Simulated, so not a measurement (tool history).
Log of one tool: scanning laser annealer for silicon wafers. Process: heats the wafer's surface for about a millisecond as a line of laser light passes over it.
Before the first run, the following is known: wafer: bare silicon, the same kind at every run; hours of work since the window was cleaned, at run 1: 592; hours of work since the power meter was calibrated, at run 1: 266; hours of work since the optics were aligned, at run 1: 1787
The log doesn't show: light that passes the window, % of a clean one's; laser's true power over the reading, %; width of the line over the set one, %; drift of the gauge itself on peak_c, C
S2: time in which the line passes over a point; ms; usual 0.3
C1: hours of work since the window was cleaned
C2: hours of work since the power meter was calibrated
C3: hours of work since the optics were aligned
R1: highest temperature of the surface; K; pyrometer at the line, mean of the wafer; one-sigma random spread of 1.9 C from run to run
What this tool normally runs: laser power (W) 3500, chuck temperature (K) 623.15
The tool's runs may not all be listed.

Run 1, day 0: usual settings; C1 592; C2 266; C3 1787. Result: R1 1337.15 K.
At day 0.754: window over the wafer cleaned.
Run 2, day 1.183: usual settings; C1 7; C2 283; C3 1804. Result: R1 1364.15 K.
Run 3, day 2.417: usual settings; C1 26; C2 302; C3 1823. Result: R1 1361.15 K.
Run 4, day 3.175: usual settings; C1 37; C2 314; C3 1835. Result: R1 1360.15 K.
Run 5, day 3.825: usual settings; C1 48; C2 324; C3 1845. Result: R1 1359.15 K.
Run 6, day 4.492: usual settings; C1 58; C2 335; C3 1855. Result: R1 1359.15 K.
At day 4.983: optics aligned, line set to its width.
Run 7, day 5.962: usual settings but laser power (W) 3831; C1 77; C2 354; C3 15. Result: R1 1438.15 K.
Run 8, day 6.921: usual settings but laser power (W) 3831, chuck temperature (K) 616.15; C1 92; C2 369; C3 30. Result: R1 1427.15 K.
Run 9, day 8.35: usual settings but laser power (W) 3831, chuck temperature (K) 616.15; C1 114; C2 391; C3 52. Result: R1 1430.15 K.
Run 10, day 9.742: usual settings but laser power (W) 3831, chuck temperature (K) 616.15; C1 136; C2 412; C3 74. Result: R1 1427.15 K.
Run 11, day 11.029: usual settings but laser power (W) 3831, chuck temperature (K) 616.15; C1 156; C2 432; C3 93. Result: R1 1422.15 K.
Run 12, day 11.767: usual settings but laser power (W) 3831, chuck temperature (K) 648.15; C1 167; C2 444; C3 105. Result: R1 1457.15 K.
Run 13, day 12.638: usual settings but laser power (W) 3831, chuck temperature (K) 648.15; C1 181; C2 457; C3 118. Result: R1 1458.15 K.
Run 14, day 13.529: usual settings but laser power (W) 3831, chuck temperature (K) 648.15; C1 194; C2 471; C3 132. Result: R1 1454.15 K.
Run 15, day 14.85: usual settings but laser power (W) 3831, chuck temperature (K) 648.15; C1 215; C2 491; C3 153. Result: R1 1451.15 K.
Run 16, day 16.088: usual settings but S2 0.354 ms; C1 234; C2 511; C3 172. Result: R1 1412.15 K.
Run 17, day 17.496: usual settings but S2 0.346 ms; C1 256; C2 532; C3 193. Result: R1 1407.15 K.
Run 18, day 18.729: usual settings but S2 0.346 ms; C1 275; C2 551; C3 213. Result: R1 1404.15 K.
Run 19, day 19.571: usual settings but S2 0.346 ms; C1 288; C2 564; C3 226. Result: R1 1404.15 K.
Run 20, day 20.3: usual settings; C1 299; C2 576; C3 237. Result: R1 1353.15 K.
Run 21, day 21.667: usual settings; C1 320; C2 597; C3 258. Result: R1 1350.15 K.
Run 22, day 22.358: usual settings but chuck temperature (K) 602.15; C1 331; C2 608; C3 269. Result: R1 1332.15 K.
Run 23, day 23.675: usual settings but chuck temperature (K) 602.15; C1 351; C2 628; C3 289. Result: R1 1329.15 K.
Run 24, day 24.925: usual settings but chuck temperature (K) 602.15; C1 371; C2 647; C3 308. Result: R1 1330.15 K.
Run 25, day 26.038: usual settings but chuck temperature (K) 602.15; C1 388; C2 664; C3 326. Result: R1 1328.15 K.
Run 26, day 27.238: usual settings but chuck temperature (K) 642.15; C1 406; C2 683; C3 344. Result: R1 1369.15 K.
Run 27, day 28.646: usual settings but chuck temperature (K) 642.15; C1 428; C2 705; C3 366. Result: R1 1366.15 K.
Run 28, day 29.533: usual settings but laser power (W) 3433, S2 0.354 ms, chuck temperature (K) 625.15; C1 442; C2 718; C3 380. Result: R1 1388.15 K.
Run 29, day 30.362: usual settings but laser power (W) 3549, S2 0.272 ms, chuck temperature (K) 595.15; C1 455; C2 731; C3 392. Result: R1 1295.15 K.
Run 30, day 31.438: usual settings but laser power (W) 3788; C1 471; C2 748; C3 409. Result: R1 1405.15 K.
Run 31, day 32.817: usual settings but chuck temperature (K) 638.15; C1 493; C2 769; C3 430. Result: R1 1359.15 K.
Run 32, day 33.592: usual settings but chuck temperature (K) 638.15; C1 505; C2 781; C3 442. Result: R1 1357.15 K.
Run 33, day 34.962: usual settings but laser power (W) 3482, S2 0.282 ms, chuck temperature (K) 615.15; C1 526; C2 802; C3 464. Result: R1 1309.15 K.
Run 34, day 35.608: usual settings but laser power (W) 3634; C1 536; C2 812; C3 474. Result: R1 1369.15 K.
Run 35, day 37.033: usual settings but laser power (W) 3688, chuck temperature (K) 653.15; C1 558; C2 834; C3 496. Result: R1 1408.15 K.
Run 36, day 38.6: usual settings but laser power (W) 3553, chuck temperature (K) 603.15; C1 582; C2 859; C3 520. Result: R1 1329.15 K.
Run 37, day 39.354: usual settings but laser power (W) 3075, S2 0.37 ms, chuck temperature (K) 603.15; C1 594; C2 870; C3 532. Result: R1 1292.15 K.
At day 39.929: window over the wafer cleaned.
Run 38, day 40.604: usual settings but laser power (W) 2979, S2 0.217 ms, chuck temperature (K) 653.15; C1 10; C2 888; C3 550. Result: R1 1197.15 K.
Run 39, day 41.858: usual settings but laser power (W) 3296, S2 0.353 ms, chuck temperature (K) 606.15; C1 30; C2 908; C3 569. Result: R1 1356.15 K.
Run 40, day 43.054: usual settings but laser power (W) 3833, S2 0.212 ms, chuck temperature (K) 608.15; C1 48; C2 926; C3 587. Result: R1 1302.15 K.
Run 41, day 44.583: usual settings but laser power (W) 3255, S2 0.33 ms, chuck temperature (K) 591.15; C1 72; C2 950; C3 611. Result: R1 1304.15 K.

Here are 3 independent what-if runs from the current tool condition. What would each one return?
Run A, day 45.788: usual settings but laser power (W) 3406, S2 0.231 ms, chuck temperature (K) 611.15; C1 91; C2 969; C3 630. Result: R1 ?.
Run B, day 45.788: usual settings but laser power (W) 3786, S2 0.302 ms, chuck temperature (K) 619.15; C1 91; C2 969; C3 630. Result: R1 ?.
Run C, day 45.788: usual settings but laser power (W) 3834, S2 0.352 ms, chuck temperature (K) 653.15; C1 91; C2 969; C3 630. Result: R1 ?.

run       R1
  A  1250.15
  B  1422.15
  C  1521.15
Had the tool no hidden state, the same runs would have come out as:
run       R1
  A  1261.15
  B  1435.15
  C  1535.15
